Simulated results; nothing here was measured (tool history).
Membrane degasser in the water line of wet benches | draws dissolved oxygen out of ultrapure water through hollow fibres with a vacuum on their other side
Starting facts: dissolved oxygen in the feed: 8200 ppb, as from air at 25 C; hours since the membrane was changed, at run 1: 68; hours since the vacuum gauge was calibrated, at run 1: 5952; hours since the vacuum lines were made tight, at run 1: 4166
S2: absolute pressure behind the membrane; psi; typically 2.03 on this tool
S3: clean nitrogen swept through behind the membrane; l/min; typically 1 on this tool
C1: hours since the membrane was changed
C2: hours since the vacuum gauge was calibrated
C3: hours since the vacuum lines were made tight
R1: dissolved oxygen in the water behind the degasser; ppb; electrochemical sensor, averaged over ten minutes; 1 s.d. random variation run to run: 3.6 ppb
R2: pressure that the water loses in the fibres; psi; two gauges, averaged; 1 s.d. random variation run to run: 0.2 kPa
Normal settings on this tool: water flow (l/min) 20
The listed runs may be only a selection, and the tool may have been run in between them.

run 1 day=0 | water_flow_(l/min)=20 S2=2.03 S3=1 | C1=68 C2=5952 C3=4166 | R1=532.3 R2=6.005
run 2 day=2 | water_flow_(l/min)=20 S2=2.03 S3=1 | C1=116 C2=6000 C3=4214 | R1=546 R2=6.023
run 3 day=3.933 | water_flow_(l/min)=20 S2=2.03 S3=1 | C1=163 C2=6047 C3=4260 | R1=545.7 R2=6.05
run 4 day=7.65 | water_flow_(l/min)=20 S2=2.03 S3=1 | C1=252 C2=6136 C3=4349 | R1=537.2 R2=6.042
run 5 day=11.75 | water_flow_(l/min)=20 S2=2.03 S3=1 | C1=350 C2=6234 C3=4448 | R1=533 R2=6.065
run 6 day=15.258 | water_flow_(l/min)=20 S2=2.03 S3=0.53 | C1=434 C2=6319 C3=4532 | R1=843.4 R2=5.955
-- day=16.729 vacuum gauge calibrated
run 7 day=18.438 | water_flow_(l/min)=20 S2=2.03 S3=0.53 | C1=510 C2=41 C3=4608 | R1=829.9 R2=6.034
run 8 day=22.5 | water_flow_(l/min)=20 S2=2.03 S3=0.53 | C1=608 C2=138 C3=4705 | R1=839.9 R2=6.007
run 9 day=25.462 | water_flow_(l/min)=20 S2=2.03 S3=0.53 | C1=679 C2=210 C3=4776 | R1=849.6 R2=6.097
run 10 day=28.233 | water_flow_(l/min)=20 S2=2.03 S3=0.53 | C1=745 C2=276 C3=4843 | R1=848.4 R2=6.096
run 11 day=32.767 | water_flow_(l/min)=20 S2=2.03 S3=0.53 | C1=854 C2=385 C3=4952 | R1=838.9 R2=6.041
run 12 day=35.183 | water_flow_(l/min)=20 S2=2.03 S3=0.53 | C1=912 C2=443 C3=5010 | R1=843.6 R2=6.067
run 13 day=39.317 | water_flow_(l/min)=25 S2=2.03 S3=1.08 | C1=1011 C2=542 C3=5109 | R1=669 R2=7.568
run 14 day=42.921 | water_flow_(l/min)=25 S2=2.03 S3=1.08 | C1=1098 C2=629 C3=5195 | R1=669.7 R2=7.581
run 15 day=45.188 | water_flow_(l/min)=20 S2=1.29 S3=1 | C1=1152 C2=683 C3=5250 | R1=330.2 R2=6.034
run 16 day=49.317 | water_flow_(l/min)=20 S2=4.77 S3=1 | C1=1251 C2=782 C3=5349 | R1=1233.4 R2=6.071
run 17 day=52.812 | water_flow_(l/min)=19 S2=1.46 S3=2.96 | C1=1335 C2=866 C3=5433 | R1=183.5 R2=5.767
run 18 day=54.825 | water_flow_(l/min)=19 S2=1.46 S3=2.96 | C1=1384 C2=914 C3=5481 | R1=181.1 R2=5.709
run 19 day=57.65 | water_flow_(l/min)=19 S2=3.02 S3=0.62 | C1=1451 C2=982 C3=5549 | R1=1082.2 R2=5.728
run 20 day=60.688 | water_flow_(l/min)=20 S2=2.03 S3=0.51 | C1=1524 C2=1055 C3=5622 | R1=860.6 R2=6.051
run 21 day=64.362 | water_flow_(l/min)=12 S2=4.6 S3=1 | C1=1612 C2=1143 C3=5710 | R1=744.9 R2=3.63
run 22 day=67.288 | water_flow_(l/min)=27 S2=2.49 S3=0.74 | C1=1683 C2=1213 C3=5780 | R1=1111.8 R2=8.203

Here are 5 independent what-if runs from the current tool condition. What would each one return?
run A day=70.358 | water_flow_(l/min)=27 S2=3.86 S3=0.74 | C1=1756 C2=1287 C3=5854 | R1=? R2=?
run B day=70.358 | water_flow_(l/min)=19 S2=4.76 S3=0.42 | C1=1756 C2=1287 C3=5854 | R1=? R2=?
run C day=70.358 | water_flow_(l/min)=20 S2=2.03 S3=1.66 | C1=1756 C2=1287 C3=5854 | R1=? R2=?
run D day=70.358 | water_flow_(l/min)=22 S2=2.6 S3=0.51 | C1=1756 C2=1287 C3=5854 | R1=? R2=?
run E day=70.358 | water_flow_(l/min)=20 S2=3.34 S3=1 | C1=1756 C2=1287 C3=5854 | R1=? R2=?

run=A R1=1611.9 R2=8.218
run=B R1=2125.5 R2=5.72
run=C R1=380.2 R2=6.042
run=D R1=1200.2 R2=6.663
run=E R1=886.8 R2=6.012
With no hidden state in the tool, these same runs would have given:
run=A R1=1611.8 R2=8.216
run=B R1=2125.4 R2=5.719
run=C R1=380.1 R2=6.042
run=D R1=1200.1 R2=6.663
run=E R1=886.7 R2=6.01

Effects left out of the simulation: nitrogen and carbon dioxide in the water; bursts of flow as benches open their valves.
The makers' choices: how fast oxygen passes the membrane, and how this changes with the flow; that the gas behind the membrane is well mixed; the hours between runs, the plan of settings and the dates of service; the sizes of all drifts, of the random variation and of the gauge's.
